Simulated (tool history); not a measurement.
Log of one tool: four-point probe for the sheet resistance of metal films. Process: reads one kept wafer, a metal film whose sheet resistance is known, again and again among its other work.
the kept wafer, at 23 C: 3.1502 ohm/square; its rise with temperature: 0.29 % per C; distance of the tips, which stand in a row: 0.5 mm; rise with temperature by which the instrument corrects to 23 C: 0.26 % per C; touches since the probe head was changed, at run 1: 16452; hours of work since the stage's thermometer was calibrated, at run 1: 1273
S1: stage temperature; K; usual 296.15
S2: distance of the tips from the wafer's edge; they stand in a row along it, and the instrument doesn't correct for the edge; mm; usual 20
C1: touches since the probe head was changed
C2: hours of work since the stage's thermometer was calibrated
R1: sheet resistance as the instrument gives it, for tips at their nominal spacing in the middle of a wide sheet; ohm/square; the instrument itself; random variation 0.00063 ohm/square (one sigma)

run,hour,S1,S2,C1,C2,R1
1,0.0,296.15,20,16452,1273,3.162078
2,46.9,296.15,20,17503,1310,3.163323
3,106.1,296.15,3,18830,1357,3.206961
4,174.7,296.15,3,20368,1412,3.206122
5,265.1,296.15,3,22395,1484,3.206675
6,314.1,296.15,3,23492,1523,3.205889
7,394.6,296.15,3,25296,1587,3.205173
8,439.9,296.15,20,26312,1623,3.158040
9,493.8,296.15,20,27520,1665,3.159114
10,539.1,296.15,20,28535,1702,3.158755
11,612.0,296.15,20,30169,1760,3.156953
12,654.3,293.15,20,31118,1793,3.154049
13,710.0,293.15,20,32366,1837,3.153192
14,748.2,293.15,20,33222,1868,3.153182
15,806.3,293.15,20,34524,1914,3.153641
16,859.7,297.15,22,35720,1957,3.156430
17,929.6,296.15,14,37287,2012,3.155052
18,992.1,298.15,6,38688,2062,3.165819
19,1039.1,296.15,11,39741,2099,3.155495
20,1109.7,296.15,11,41325,2155,3.155852
21,1190.0,296.15,11,43124,2219,3.154352
22,1269.2,296.15,11,44898,2282,3.154793
23,1315.4,294.15,57,45934,2319,3.148523
24,1390.7,298.15,15,47623,2379,3.153283
25,1465.3,296.15,16,49294,2438,3.150511
26,1522.9,296.15,16,50585,2484,3.149100
27,1566.8,305.15,20,51569,2519,3.155359

Forecast each of these 4 alternatives for the next run:
A,1651.7,296.15,23,53471,2587,?
B,1651.7,305.15,5,53471,2587,?
C,1651.7,303.15,16,53471,2587,?
D,1651.7,293.15,24,53471,2587,?

run,R1
A,3.145996
B,3.171169
C,3.154600
D,3.144903
Without the tool's hidden state the same runs would have given:
run,R1
A,3.149226
B,3.174530
C,3.157923
D,3.148094

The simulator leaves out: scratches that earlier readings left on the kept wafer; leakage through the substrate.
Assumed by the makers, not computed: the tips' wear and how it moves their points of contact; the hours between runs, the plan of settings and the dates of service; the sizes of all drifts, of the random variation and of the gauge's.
